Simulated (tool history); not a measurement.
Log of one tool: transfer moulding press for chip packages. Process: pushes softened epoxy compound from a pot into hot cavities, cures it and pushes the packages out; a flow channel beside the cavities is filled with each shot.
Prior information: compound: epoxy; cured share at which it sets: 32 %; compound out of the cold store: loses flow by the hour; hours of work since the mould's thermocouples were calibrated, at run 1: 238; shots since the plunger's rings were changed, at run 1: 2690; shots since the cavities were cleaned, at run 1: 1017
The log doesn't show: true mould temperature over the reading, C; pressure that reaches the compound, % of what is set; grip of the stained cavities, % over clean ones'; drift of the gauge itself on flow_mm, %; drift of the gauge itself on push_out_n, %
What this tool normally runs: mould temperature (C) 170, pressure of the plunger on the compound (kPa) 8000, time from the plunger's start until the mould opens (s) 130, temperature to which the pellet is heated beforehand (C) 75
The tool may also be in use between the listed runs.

run     day  mould temperature (C)  pressure of the plunger on the compound (kPa)  time from the plunger's start until the mould opens (s)  temperature to which the pellet is heated beforehand (C)  hours of work since the mould's thermocouples were calibrated  shots since the plunger's rings were changed  shots since the cavities were cleaned  incoming compound's hours out of the cold store  length that the compound runs in the flow channel (mm)  greatest force on the pins that push the packages out (N)
  1   0.000                    170                                           8000                                                      130                                                        75                                                            238                                          2690                                   1017                                             23.3                                                     785                                                       1183
      0.225  -- cavities cleaned with cleaning compound and waxed
  2   0.450                    170                                           8000                                                      130                                                        75                                                            245                                          2799                                     63                                             10.7                                                     848                                                        707
  3   0.825                    170                                           9050                                                      130                                                        75                                                            252                                          2906                                    170                                             26.3                                                     832                                                        770
  4   1.325                    170                                           8000                                                      130                                                        70                                                            261                                          3047                                    311                                             47.0                                                     682                                                        833
  5   1.812                    170                                           8000                                                      130                                                        70                                                            271                                          3186                                    450                                             43.5                                                     688                                                        961
  6   2.329                    170                                           8000                                                      130                                                        70                                                            280                                          3332                                    596                                              8.2                                                     862                                                       1136
  7   2.862                    164                                           8000                                                      130                                                        70                                                            290                                          3482                                    746                                             18.5                                                     820                                                       1849
  8   3.258                    164                                           8000                                                      130                                                        70                                                            297                                          3595                                    859                                             18.1                                                     835                                                       1900
      3.504  -- plunger's sealing rings changed
  9   3.758                    164                                           8000                                                      130                                                        70                                                            305                                            71                                    970                                             32.8                                                     799                                                       1769
 10   4.021                    164                                           8000                                                      130                                                        70                                                            310                                           146                                   1045                                             33.0                                                     790                                                       1840
      4.150  -- cavities cleaned with cleaning compound and waxed
 11   4.596                    164                                           8000                                                      130                                                        70                                                            319                                           290                                    125                                             46.7                                                     722                                                       1044
 12   4.900                    164                                           8000                                                      130                                                        70                                                            325                                           377                                    212                                             26.7                                                     830                                                       1253
 13   5.429                    170                                           8000                                                      139                                                        75                                                            334                                           526                                    361                                             35.5                                                     760                                                        805
 14   5.804                    170                                           8000                                                      139                                                        75                                                            341                                           633                                    468                                             16.8                                                     844                                                        893
 15   6.221                    175                                           9560                                                      148                                                        69                                                            349                                           751                                    586                                             15.0                                                     923                                                        829
 16   6.675                    175                                           6030                                                      148                                                        69                                                            358                                           879                                    714                                             45.4                                                     613                                                        879
 17   6.908                    170                                           8000                                                      130                                                        85                                                            362                                           945                                    780                                             42.8                                                     720                                                       1042
 18   7.142                    170                                           8000                                                      130                                                        85                                                            366                                          1011                                    846                                             30.5                                                     772                                                       1145
 19   7.388                    166                                           7310                                                      166                                                        77                                                            371                                          1081                                    916                                             31.6                                                     745                                                       1006
 20   7.733                    170                                           8000                                                      130                                                        73                                                            377                                          1179                                   1014                                             42.6                                                     731                                                       1164
      7.983  -- cavities cleaned with cleaning compound and waxed
 21   8.188                    172                                           8000                                                      130                                                        70                                                            385                                          1290                                     58                                             25.3                                                     777                                                        587
 22   8.538                    172                                           8000                                                      130                                                        70                                                            391                                          1389                                    157                                             27.7                                                     791                                                        708
 23   9.033                    172                                           7370                                                      130                                                        77                                                            400                                          1529                                    297                                             22.7                                                     771                                                        797
 24   9.542                    175                                           9090                                                      118                                                        83                                                            410                                          1673                                    441                                             27.1                                                     822                                                        835
 25  10.062                    175                                           9090                                                      118                                                        83                                                            419                                          1820                                    588                                              9.3                                                     906                                                        954
 26  10.429                    173                                           8000                                                      130                                                        75                                                            426                                          1925                                    693                                             43.2                                                     713                                                        918
 27  10.750                    169                                           8000                                                      126                                                        75                                                            432                                          2015                                    783                                             44.6                                                     707                                                       1220
 28  11.229                    175                                           8000                                                      168                                                        75                                                            441                                          2151                                    919                                             13.0                                                     834                                                        883

Selected run-to-run steps in length that the compound runs in the flow channel (mm), each split into two signed amounts: the part the tool would show with no hidden state at all (from settings, incoming material and random variation), and the remainder, which goes to the hidden state together with any gauge scatter not common to the measured and the hidden-state-free results:
Run 5 -> 6: nothing adjusted, nothing logged. length that the compound runs in the flow channel (mm) +174: hidden state -11, all else +185.
Run 8 -> 9: plunger's sealing rings changed. length that the compound runs in the flow channel (mm) -36: hidden state +48, all else -84.
Run 15 -> 16: pressure of the plunger on the compound (kPa) 9560 -> 6030. length that the compound runs in the flow channel (mm) -310: hidden state +3, all else -313.
Run 25 -> 26: mould temperature (C) 175 -> 173, pressure of the plunger on the compound (kPa) 9090 -> 8000, time from the plunger's start until the mould opens (s) 118 -> 130, temperature to which the pellet is heated beforehand (C) 83 -> 75. length that the compound runs in the flow channel (mm) -193: hidden state +4, all else -197.
